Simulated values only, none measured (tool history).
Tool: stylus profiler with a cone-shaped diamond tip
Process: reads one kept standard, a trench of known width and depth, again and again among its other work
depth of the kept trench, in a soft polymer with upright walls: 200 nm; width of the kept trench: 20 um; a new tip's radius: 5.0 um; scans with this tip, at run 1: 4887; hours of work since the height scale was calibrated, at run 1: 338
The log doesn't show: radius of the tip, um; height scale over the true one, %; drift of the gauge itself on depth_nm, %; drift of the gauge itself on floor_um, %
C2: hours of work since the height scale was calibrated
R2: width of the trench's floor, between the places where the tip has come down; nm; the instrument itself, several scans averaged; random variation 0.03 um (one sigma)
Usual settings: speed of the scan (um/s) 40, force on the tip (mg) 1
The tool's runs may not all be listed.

run 1 day=0 | speed_of_the_scan_(um/s)=40 force_on_the_tip_(mg)=1 | scans_with_this_tip=4887 C2=338 | depth_of_the_trench_(Å)=2008.8 R2=16890
run 2 day=3.488 | speed_of_the_scan_(um/s)=40 force_on_the_tip_(mg)=1 | scans_with_this_tip=5433 C2=375 | depth_of_the_trench_(Å)=2008.3 R2=16840
run 3 day=7.575 | speed_of_the_scan_(um/s)=40 force_on_the_tip_(mg)=1 | scans_with_this_tip=6073 C2=420 | depth_of_the_trench_(Å)=2009.7 R2=16880
run 4 day=11.825 | speed_of_the_scan_(um/s)=31 force_on_the_tip_(mg)=1 | scans_with_this_tip=6739 C2=466 | depth_of_the_trench_(Å)=2009 R2=16950
run 5 day=14.617 | speed_of_the_scan_(um/s)=74 force_on_the_tip_(mg)=1 | scans_with_this_tip=7176 C2=496 | depth_of_the_trench_(Å)=2008.8 R2=16650
run 6 day=17.221 | speed_of_the_scan_(um/s)=68 force_on_the_tip_(mg)=1 | scans_with_this_tip=7584 C2=524 | depth_of_the_trench_(Å)=2008.7 R2=16700
run 7 day=21.8 | speed_of_the_scan_(um/s)=68 force_on_the_tip_(mg)=1 | scans_with_this_tip=8302 C2=574 | depth_of_the_trench_(Å)=2008.3 R2=16710
run 8 day=24.9 | speed_of_the_scan_(um/s)=68 force_on_the_tip_(mg)=1 | scans_with_this_tip=8787 C2=607 | depth_of_the_trench_(Å)=2008.7 R2=16610
run 9 day=30.196 | speed_of_the_scan_(um/s)=29 force_on_the_tip_(mg)=1 | scans_with_this_tip=9617 C2=664 | depth_of_the_trench_(Å)=2009.4 R2=16960
run 10 day=33.504 | speed_of_the_scan_(um/s)=40 force_on_the_tip_(mg)=1 | scans_with_this_tip=10135 C2=700 | depth_of_the_trench_(Å)=2008.4 R2=16870
run 11 day=39.396 | speed_of_the_scan_(um/s)=40 force_on_the_tip_(mg)=1 | scans_with_this_tip=11058 C2=764 | depth_of_the_trench_(Å)=2008.6 R2=16890
run 12 day=42.492 | speed_of_the_scan_(um/s)=101 force_on_the_tip_(mg)=2.29 | scans_with_this_tip=11543 C2=797 | depth_of_the_trench_(Å)=2015.4 R2=16650
run 13 day=48.075 | speed_of_the_scan_(um/s)=89 force_on_the_tip_(mg)=2 | scans_with_this_tip=12417 C2=858 | depth_of_the_trench_(Å)=2013.8 R2=16720
run 14 day=52.383 | speed_of_the_scan_(um/s)=89 force_on_the_tip_(mg)=0.44 | scans_with_this_tip=13093 C2=905 | depth_of_the_trench_(Å)=2005.9 R2=16160
run 15 day=58.321 | speed_of_the_scan_(um/s)=87 force_on_the_tip_(mg)=0.44 | scans_with_this_tip=14022 C2=969 | depth_of_the_trench_(Å)=2005.2 R2=16180
run 16 day=63.254 | speed_of_the_scan_(um/s)=87 force_on_the_tip_(mg)=0.44 | scans_with_this_tip=14796 C2=1022 | depth_of_the_trench_(Å)=2004.7 R2=16160
-- day=66.2 height scale calibrated on a step standard
run 17 day=69.4 | speed_of_the_scan_(um/s)=148 force_on_the_tip_(mg)=0.88 | scans_with_this_tip=15755 C2=35 | depth_of_the_trench_(Å)=2008.1 R2=16000

Forecast run 18:
run 18 day=74.762 | speed_of_the_scan_(um/s)=21 force_on_the_tip_(mg)=0.38 | scans_with_this_tip=16595 C2=93 | depth_of_the_trench_(Å)=? R2=?

{"run 18": {"depth of the trench (Å)": 2004.9, "R2": 16940}}
Without the tool's hidden state the same run would have given depth of the trench (Å) 2004.9, R2 16940 nm.

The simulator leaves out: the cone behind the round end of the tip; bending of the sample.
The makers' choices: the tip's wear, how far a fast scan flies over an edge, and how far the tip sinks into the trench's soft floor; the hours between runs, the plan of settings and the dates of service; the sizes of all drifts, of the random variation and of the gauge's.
